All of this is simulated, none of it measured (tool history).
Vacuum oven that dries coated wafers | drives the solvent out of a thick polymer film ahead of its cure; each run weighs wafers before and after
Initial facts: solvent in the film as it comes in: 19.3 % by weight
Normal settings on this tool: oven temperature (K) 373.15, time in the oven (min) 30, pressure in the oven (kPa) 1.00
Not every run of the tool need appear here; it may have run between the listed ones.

Run 1, day 0.000: usual settings. Result: solvent left in the film (%) 2.24.
Run 2, day 2.042: usual settings. Result: solvent left in the film (%) 2.20.
Run 3, day 5.412: usual settings. Result: solvent left in the film (%) 2.24.
Run 4, day 9.058: usual settings. Result: solvent left in the film (%) 2.27.
Run 5, day 11.654: usual settings but pressure in the oven (kPa) 0.52. Result: solvent left in the film (%) 2.09.
Run 6, day 13.354: usual settings but pressure in the oven (kPa) 0.52. Result: solvent left in the film (%) 2.07.
Run 7, day 15.508: usual settings but oven temperature (K) 372.15, time in the oven (min) 18. Result: solvent left in the film (%) 4.86.
Run 8, day 18.475: usual settings but oven temperature (K) 365.15, time in the oven (min) 46. Result: solvent left in the film (%) 2.42.
Run 9, day 22.262: usual settings but oven temperature (K) 365.15, time in the oven (min) 46. Result: solvent left in the film (%) 2.44.
Run 10, day 25.296: usual settings but oven temperature (K) 386.15. Result: solvent left in the film (%) 0.71.

A few steps of solvent left in the film (%) between consecutive runs. Split each: what settings, incoming material and random variation would produce without the hidden state, and what is left over for the hidden state, along with gauge scatter present in only one of the two compared results (measured, and without hidden state):
The tool's hidden condition here consists of: true wafer temperature over the reading, C; true pressure over the reading, kPa; drift of the gauge itself on solvent_pct, %.
Run 6 -> 7: oven temperature (K) 373.15 -> 372.15, time in the oven (min) 30 -> 18, pressure in the oven (kPa) 0.52 -> 1.00. solvent left in the film (%) +2.79: hidden state +0.06, all else +2.73.
Run 9 -> 10: oven temperature (K) 365.15 -> 386.15, time in the oven (min) 46 -> 30. solvent left in the film (%) -1.73: hidden state -0.27, all else -1.46.
